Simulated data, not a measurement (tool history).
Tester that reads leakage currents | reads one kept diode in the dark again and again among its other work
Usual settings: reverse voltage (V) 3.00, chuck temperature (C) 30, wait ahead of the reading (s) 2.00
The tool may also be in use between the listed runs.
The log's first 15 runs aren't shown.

run     day  reverse voltage (V)  chuck temperature (C)  wait ahead of the reading (s)  current that the tester gives (pA)
 16  30.188                 2.39                     30                           2.00                              166.69
 17  31.425                 2.39                     30                           2.00                              166.86
 18  33.029                12.13                     30                           2.00                              275.87
 19  34.417                 3.00                     30                           2.00                              178.91
 20  35.625                 3.00                     30                           1.70                              179.51
 21  37.925                18.59                     30                           0.32                              319.47
 22  40.529                 2.93                     34                           0.32                              250.78
 23  42.671                 1.85                     39                           2.00                              329.33
 24  43.917                 3.00                     52                           2.00                             1044.55
 25  46.567                14.50                     21                           1.14                              132.31
 26  48.454                14.50                     21                           1.14                              131.32
 27  49.579                14.50                     21                           1.14                              132.12
 28  51.033                14.50                     21                           1.14                              131.68
 29  53.117                 1.33                     48                           2.54                              606.88
 30  55.529                 2.77                     30                           2.00                              176.42
 31  57.254                 5.03                     30                           1.48                              211.54
 32  59.658                 2.42                     21                           9.92                               75.60
 33  61.712                 2.62                     39                           0.83                              365.02
 34  63.425                15.12                     39                           8.57                              629.79
 35  65.283                 3.51                     39                           2.37                              399.04
 36  67.283                 3.51                     50                           1.11                              950.34
 37  70.000                 3.51                     50                           1.11                              950.38
 38  72.533                 3.00                     45                           1.43                              614.02
 39  74.796                 3.60                     50                           2.17                              954.61

4 ways to go on from here, each from the tool as it stands after run 39. What would each give?
  A  76.908                17.72                     59                           1.01                                   ?
  B  76.908                 5.34                     35                           1.61                                   ?
  C  76.908                 4.98                     24                           9.14                                   ?
  D  76.908                 3.00                     23                           1.98                                   ?

run  current that the tester gives (pA)
  A                             3020.74
  B                              327.07
  C                              123.93
  D                               96.47
Without the tool's hidden state the same runs would have given:
run  current that the tester gives (pA)
  A                             3017.81
  B                              326.67
  C                              123.75
  D                               96.33
